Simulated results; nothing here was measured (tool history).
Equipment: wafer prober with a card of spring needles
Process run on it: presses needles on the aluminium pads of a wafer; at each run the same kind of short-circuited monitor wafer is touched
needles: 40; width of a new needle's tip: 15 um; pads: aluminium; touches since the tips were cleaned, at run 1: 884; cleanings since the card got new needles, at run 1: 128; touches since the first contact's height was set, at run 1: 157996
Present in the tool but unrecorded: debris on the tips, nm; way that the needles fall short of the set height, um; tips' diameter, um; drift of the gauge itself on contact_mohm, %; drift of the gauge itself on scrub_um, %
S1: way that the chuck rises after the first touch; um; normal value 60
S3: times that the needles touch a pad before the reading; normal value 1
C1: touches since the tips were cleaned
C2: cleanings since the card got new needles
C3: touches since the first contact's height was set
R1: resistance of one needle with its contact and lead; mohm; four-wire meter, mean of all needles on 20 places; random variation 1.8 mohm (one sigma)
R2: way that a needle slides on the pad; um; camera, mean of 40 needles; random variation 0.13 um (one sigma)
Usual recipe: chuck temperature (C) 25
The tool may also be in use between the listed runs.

Run 1, hour 0: usual settings; C1 884; C2 128; C3 157996. Result: R1 187 mohm, R2 15.1 um.
At hour 3.3: tips cleaned on abrasive film.
At hour 7.7: tips cleaned on abrasive film.
At hour 13.2: tips cleaned on abrasive film.
At hour 18.6: tips cleaned on abrasive film.
At hour 23: tips cleaned on abrasive film.
At hour 28.5: tips cleaned on abrasive film.
At hour 34: tips cleaned on abrasive film.
Run 2, hour 34.3: usual settings; C1 210; C2 135; C3 176246. Result: R1 187 mohm, R2 15.32 um.
At hour 38.7: tips cleaned on abrasive film.
At hour 43.1: tips cleaned on abrasive film.
At hour 48.6: tips cleaned on abrasive film.
At hour 52.1: height of the first contact set anew.
At hour 54.4: tips cleaned on abrasive film.
At hour 59.8: tips cleaned on abrasive film.
Run 3, hour 64: usual settings but chuck temperature (C) 29; C1 2253; C2 140; C3 6326. Result: R1 185 mohm, R2 15.36 um.
At hour 65.2: tips cleaned on abrasive film.
At hour 70.6: tips cleaned on abrasive film.
At hour 76.1: tips cleaned on abrasive film.
At hour 80.5: tips cleaned on abrasive film.
At hour 85.9: tips cleaned on abrasive film.
At hour 91.4: tips cleaned on abrasive film.
Run 4, hour 91.6: usual settings; C1 81; C2 146; C3 20955. Result: R1 188 mohm, R2 15.32 um.
At hour 95.9: tips cleaned on abrasive film.
At hour 101.4: tips cleaned on abrasive film.
At hour 106.9: tips cleaned on abrasive film.
At hour 112.3: tips cleaned on abrasive film.
At hour 117.8: tips cleaned on abrasive film.
At hour 122.2: tips cleaned on abrasive film.
Run 5, hour 124.7: usual settings; C1 1351; C2 152; C3 38603. Result: R1 184 mohm, R2 15.34 um.
At hour 126.9: tips cleaned on abrasive film.
At hour 131.3: tips cleaned on abrasive film.
At hour 136.8: tips cleaned on abrasive film.
At hour 142.3: tips cleaned on abrasive film.
At hour 147.7: tips cleaned on abrasive film.
At hour 152.1: tips cleaned on abrasive film.
Run 6, hour 154.8: usual settings; C1 1455; C2 158; C3 54605. Result: R1 187 mohm, R2 15.33 um.
At hour 157: tips cleaned on abrasive film.
At hour 161.4: tips cleaned on abrasive film.
At hour 166.9: tips cleaned on abrasive film.
At hour 172.4: tips cleaned on abrasive film.
At hour 177.8: tips cleaned on abrasive film.
At hour 183.3: tips cleaned on abrasive film.
At hour 187.7: tips cleaned on abrasive film.
At hour 192.1: tips cleaned on abrasive film.
Run 7, hour 194.3: usual settings; C1 1199; C2 166; C3 75590. Result: R1 189 mohm, R2 15.11 um.
At hour 196.5: tips cleaned on abrasive film.
At hour 202: tips cleaned on abrasive film.
At hour 207.5: tips cleaned on abrasive film.
At hour 212.9: tips cleaned on abrasive film.
At hour 218.4: tips cleaned on abrasive film.
At hour 223.8: tips cleaned on abrasive film.
At hour 229.3: tips cleaned on abrasive film.
Run 8, hour 232.6: usual settings; C1 1776; C2 173; C3 95983. Result: R1 190 mohm, R2 15.04 um.
At hour 233.8: tips cleaned on abrasive film.
At hour 238.1: tips cleaned on abrasive film.
At hour 243.6: tips cleaned on abrasive film.
At hour 249.1: tips cleaned on abrasive film.
At hour 254.5: tips cleaned on abrasive film.
At hour 258.9: tips cleaned on abrasive film.
Run 9, hour 259.6: usual settings but S3 2; C1 360; C2 179; C3 110309. Result: R1 183 mohm, R2 15.14 um.
At hour 264: tips cleaned on abrasive film.
At hour 268.4: tips cleaned on abrasive film.
At hour 273.8: tips cleaned on abrasive film.
Run 10, hour 276.5: usual settings; C1 1461; C2 182; C3 119335. Result: R1 188 mohm, R2 15.3 um.
At hour 278.8: tips cleaned on abrasive film.
At hour 283.2: tips cleaned on abrasive film.
At hour 288.6: tips cleaned on abrasive film.
At hour 293: tips cleaned on abrasive film.
At hour 298.5: tips cleaned on abrasive film.
At hour 304: tips cleaned on abrasive film.
At hour 309.4: tips cleaned on abrasive film.
Run 11, hour 309.9: usual settings; C1 274; C2 189; C3 137065. Result: R1 189 mohm, R2 15.03 um.
At hour 314.3: tips cleaned on abrasive film.
At hour 319.8: tips cleaned on abrasive film.
At hour 325.2: tips cleaned on abrasive film.
At hour 329.6: tips cleaned on abrasive film.
At hour 334: tips cleaned on abrasive film.
Run 12, hour 335.5: usual settings; C1 771; C2 194; C3 150637. Result: R1 185 mohm, R2 15.1 um.
At hour 338.8: tips cleaned on abrasive film.
At hour 344.2: tips cleaned on abrasive film.
At hour 349.7: tips cleaned on abrasive film.
At hour 354.1: tips cleaned on abrasive film.
At hour 359.6: tips cleaned on abrasive film.
Run 13, hour 362: usual settings but S1 66 um, chuck temperature (C) 75, S3 3; C1 1298; C2 199; C3 164738. Result: R1 196 mohm, R2 16.89 um.
At hour 364.2: tips cleaned on abrasive film.
At hour 368.6: tips cleaned on abrasive film.
At hour 374: tips cleaned on abrasive film.
At hour 379.5: tips cleaned on abrasive film.
At hour 385: tips cleaned on abrasive film.
Run 14, hour 385.4: usual settings but S1 66 um, chuck temperature (C) 39, S3 2; C1 247; C2 204; C3 177204. Result: R1 186 mohm, R2 16.65 um.
At hour 389.8: tips cleaned on abrasive film.
At hour 394.2: tips cleaned on abrasive film.
At hour 398.6: tips cleaned on abrasive film.
At hour 402.1: height of the first contact set anew.
At hour 404.4: tips cleaned on abrasive film.
At hour 409.8: tips cleaned on abrasive film.
At hour 415.3: tips cleaned on abrasive film.
Run 15, hour 418.2: usual settings but S1 66 um, chuck temperature (C) 39, S3 2; C1 1565; C2 210; C3 8548. Result: R1 189 mohm, R2 17.03 um.
At hour 420.4: tips cleaned on abrasive film.
At hour 424.8: tips cleaned on abrasive film.
At hour 430.3: tips cleaned on abrasive film.
At hour 434.7: tips cleaned on abrasive film.
Run 16, hour 437.5: usual settings but S1 52 um, chuck temperature (C) 52; C1 1512; C2 214; C3 18789. Result: R1 195 mohm, R2 13.17 um.
At hour 439.7: tips cleaned on abrasive film.
At hour 444.1: tips cleaned on abrasive film.
At hour 449.6: tips cleaned on abrasive film.
At hour 455: tips cleaned on abrasive film.
At hour 460.5: tips cleaned on abrasive film.
Run 17, hour 464.2: usual settings but S1 52 um, chuck temperature (C) 52; C1 2022; C2 219; C3 33032. Result: R1 196 mohm, R2 13.08 um.
At hour 465.4: tips cleaned on abrasive film.
At hour 469.8: tips cleaned on abrasive film.
At hour 474.2: tips cleaned on abrasive film.
At hour 479.6: tips cleaned on abrasive film.
Run 18, hour 480.8: usual settings but S1 42 um, chuck temperature (C) 119; C1 640; C2 223; C3 41819. Result: R1 214 mohm, R2 10.53 um.
At hour 484.2: tips cleaned on abrasive film.
At hour 489.6: tips cleaned on abrasive film.
At hour 495.1: tips cleaned on abrasive film.
At hour 500.5: tips cleaned on abrasive film.
Run 19, hour 503.6: usual settings but S1 42 um, chuck temperature (C) 119; C1 1629; C2 227; C3 53927. Result: R1 218 mohm, R2 10.78 um.
At hour 505.8: tips cleaned on abrasive film.
At hour 511.3: tips cleaned on abrasive film.
At hour 516.7: tips cleaned on abrasive film.
At hour 522.2: tips cleaned on abrasive film.
At hour 526.6: tips cleaned on abrasive film.
Run 20, hour 530.8: usual settings but S1 80 um, chuck temperature (C) 50; C1 2303; C2 232; C3 68451. Result: R1 185 mohm, R2 20.23 um.
At hour 532: tips cleaned on abrasive film.
At hour 536.4: tips cleaned on abrasive film.
At hour 541.9: tips cleaned on abrasive film.
At hour 547.3: tips cleaned on abrasive film.
At hour 552.8: tips cleaned on abrasive film.
At hour 558.3: tips cleaned on abrasive film.
At hour 562.7: tips cleaned on abrasive film.
Run 21, hour 562.7: usual settings but S1 49 um, chuck temperature (C) 108, S3 3; C1 0; C2 239; C3 85379. Result: R1 211 mohm, R2 12.65 um.
At hour 568.2: tips cleaned on abrasive film.
At hour 573.7: tips cleaned on abrasive film.
At hour 578.1: tips cleaned on abrasive film.
Run 22, hour 580.8: usual settings but S1 52 um, chuck temperature (C) 32; C1 1495; C2 242; C3 95018. Result: R1 190 mohm, R2 13.19 um.
At hour 583.1: tips cleaned on abrasive film.
At hour 588.5: tips cleaned on abrasive film.
At hour 594: tips cleaned on abrasive film.
Run 23, hour 597.7: usual settings but S1 52 um, chuck temperature (C) 32; C1 2000; C2 245; C3 104001. Result: R1 194 mohm, R2 13.26 um.

Hidden state at the last listed run before each entry between runs and at the first one after, where it differs:
In the gap between runs 1 and 2: tips cleaned on abrasive film (hour 3.3); tips cleaned on abrasive film (hour 7.7); tips cleaned on abrasive film (hour 13.2); tips cleaned on abrasive film (hour 18.6); tips cleaned on abrasive film (hour 23); tips cleaned on abrasive film (hour 28.5); tips cleaned on abrasive film (hour 34)
  debris on the tips, nm: 0.1 -> 0; tips' diameter, um: 15.03 -> 15.04
In the gap between runs 2 and 3: tips cleaned on abrasive film (hour 38.7); tips cleaned on abrasive film (hour 43.1); tips cleaned on abrasive film (hour 48.6); height of the first contact set anew (hour 52.1); tips cleaned on abrasive film (hour 54.4); tips cleaned on abrasive film (hour 59.8)
  debris on the tips, nm: 0 -> 0.2; way that the needles fall short of the set height, um: 0.05 -> 0
In the gap between runs 3 and 4: tips cleaned on abrasive film (hour 65.2); tips cleaned on abrasive film (hour 70.6); tips cleaned on abrasive film (hour 76.1); tips cleaned on abrasive film (hour 80.5); tips cleaned on abrasive film (hour 85.9); tips cleaned on abrasive film (hour 91.4)
  debris on the tips, nm: 0.2 -> 0; way that the needles fall short of the set height, um: 0 -> 0.01
In the gap between runs 4 and 5: tips cleaned on abrasive film (hour 95.9); tips cleaned on abrasive film (hour 101.4); tips cleaned on abrasive film (hour 106.9); tips cleaned on abrasive film (hour 112.3); tips cleaned on abrasive film (hour 117.8); tips cleaned on abrasive film (hour 122.2)
  debris on the tips, nm: 0 -> 0.2
In the gap between runs 5 and 6: tips cleaned on abrasive film (hour 126.9); tips cleaned on abrasive film (hour 131.3); tips cleaned on abrasive film (hour 136.8); tips cleaned on abrasive film (hour 142.3); tips cleaned on abrasive film (hour 147.7); tips cleaned on abrasive film (hour 152.1)
  way that the needles fall short of the set height, um: 0.01 -> 0.02
In the gap between runs 6 and 7: tips cleaned on abrasive film (hour 157); tips cleaned on abrasive film (hour 161.4); tips cleaned on abrasive film (hour 166.9); tips cleaned on abrasive film (hour 172.4); tips cleaned on abrasive film (hour 177.8); tips cleaned on abrasive film (hour 183.3); tips cleaned on abrasive film (hour 187.7); tips cleaned on abrasive film (hour 192.1)
  no difference in the tool's unlogged condition between these two runs
In the gap between runs 7 and 8: tips cleaned on abrasive film (hour 196.5); tips cleaned on abrasive film (hour 202); tips cleaned on abrasive film (hour 207.5); tips cleaned on abrasive film (hour 212.9); tips cleaned on abrasive film (hour 218.4); tips cleaned on abrasive film (hour 223.8); tips cleaned on abrasive film (hour 229.3)
  way that the needles fall short of the set height, um: 0.02 -> 0.03; tips' diameter, um: 15.04 -> 15.05
In the gap between runs 8 and 9: tips cleaned on abrasive film (hour 233.8); tips cleaned on abrasive film (hour 238.1); tips cleaned on abrasive film (hour 243.6); tips cleaned on abrasive film (hour 249.1); tips cleaned on abrasive film (hour 254.5); tips cleaned on abrasive film (hour 258.9)
  debris on the tips, nm: 0.2 -> 0.1
In the gap between runs 9 and 10: tips cleaned on abrasive film (hour 264); tips cleaned on abrasive film (hour 268.4); tips cleaned on abrasive film (hour 273.8)
  debris on the tips, nm: 0.1 -> 0.2
In the gap between runs 10 and 11: tips cleaned on abrasive film (hour 278.8); tips cleaned on abrasive film (hour 283.2); tips cleaned on abrasive film (hour 288.6); tips cleaned on abrasive film (hour 293); tips cleaned on abrasive film (hour 298.5); tips cleaned on abrasive film (hour 304); tips cleaned on abrasive film (hour 309.4)
  debris on the tips, nm: 0.2 -> 0; way that the needles fall short of the set height, um: 0.03 -> 0.04
In the gap between runs 11 and 12: tips cleaned on abrasive film (hour 314.3); tips cleaned on abrasive film (hour 319.8); tips cleaned on abrasive film (hour 325.2); tips cleaned on abrasive film (hour 329.6); tips cleaned on abrasive film (hour 334)
  debris on the tips, nm: 0 -> 0.1
In the gap between runs 12 and 13: tips cleaned on abrasive film (hour 338.8); tips cleaned on abrasive film (hour 344.2); tips cleaned on abrasive film (hour 349.7); tips cleaned on abrasive film (hour 354.1); tips cleaned on abrasive film (hour 359.6)
  debris on the tips, nm: 0.1 -> 0.2; way that the needles fall short of the set height, um: 0.04 -> 0.05
In the gap between runs 13 and 14: tips cleaned on abrasive film (hour 364.2); tips cleaned on abrasive film (hour 368.6); tips cleaned on abrasive film (hour 374); tips cleaned on abrasive film (hour 379.5); tips cleaned on abrasive film (hour 385)
  debris on the tips, nm: 0.2 -> 0; tips' diameter, um: 15.05 -> 15.06
In the gap between runs 14 and 15: tips cleaned on abrasive film (hour 389.8); tips cleaned on abrasive film (hour 394.2); tips cleaned on abrasive film (hour 398.6); height of the first contact set anew (hour 402.1); tips cleaned on abrasive film (hour 404.4); tips cleaned on abrasive film (hour 409.8); tips cleaned on abrasive film (hour 415.3)
  debris on the tips, nm: 0 -> 0.2; way that the needles fall short of the set height, um: 0.05 -> 0
In the gap between runs 15 and 16: tips cleaned on abrasive film (hour 420.4); tips cleaned on abrasive film (hour 424.8); tips cleaned on abrasive film (hour 430.3); tips cleaned on abrasive film (hour 434.7)
  way that the needles fall short of the set height, um: 0 -> 0.01
In the gap between runs 16 and 17: tips cleaned on abrasive film (hour 439.7); tips cleaned on abrasive film (hour 444.1); tips cleaned on abrasive film (hour 449.6); tips cleaned on abrasive film (hour 455); tips cleaned on abrasive film (hour 460.5)
  no difference in the tool's unlogged condition between these two runs
In the gap between runs 17 and 18: tips cleaned on abrasive film (hour 465.4); tips cleaned on abrasive film (hour 469.8); tips cleaned on abrasive film (hour 474.2); tips cleaned on abrasive film (hour 479.6)
  debris on the tips, nm: 0.2 -> 0.1
In the gap between runs 18 and 19: tips cleaned on abrasive film (hour 484.2); tips cleaned on abrasive film (hour 489.6); tips cleaned on abrasive film (hour 495.1); tips cleaned on abrasive film (hour 500.5)
  debris on the tips, nm: 0.1 -> 0.2
In the gap between runs 19 and 20: tips cleaned on abrasive film (hour 505.8); tips cleaned on abrasive film (hour 511.3); tips cleaned on abrasive film (hour 516.7); tips cleaned on abrasive film (hour 522.2); tips cleaned on abrasive film (hour 526.6)
  debris on the tips, nm: 0.2 -> 0.3; way that the needles fall short of the set height, um: 0.01 -> 0.02
In the gap between runs 20 and 21: tips cleaned on abrasive film (hour 532); tips cleaned on abrasive film (hour 536.4); tips cleaned on abrasive film (hour 541.9); tips cleaned on abrasive film (hour 547.3); tips cleaned on abrasive film (hour 552.8); tips cleaned on abrasive film (hour 558.3); tips cleaned on abrasive film (hour 562.7)
  debris on the tips, nm: 0.3 -> 0
In the gap between runs 21 and 22: tips cleaned on abrasive film (hour 568.2); tips cleaned on abrasive film (hour 573.7); tips cleaned on abrasive film (hour 578.1)
  debris on the tips, nm: 0 -> 0.2
In the gap between runs 22 and 23: tips cleaned on abrasive film (hour 583.1); tips cleaned on abrasive film (hour 588.5); tips cleaned on abrasive film (hour 594)
  way that the needles fall short of the set height, um: 0.02 -> 0.03; tips' diameter, um: 15.06 -> 15.07
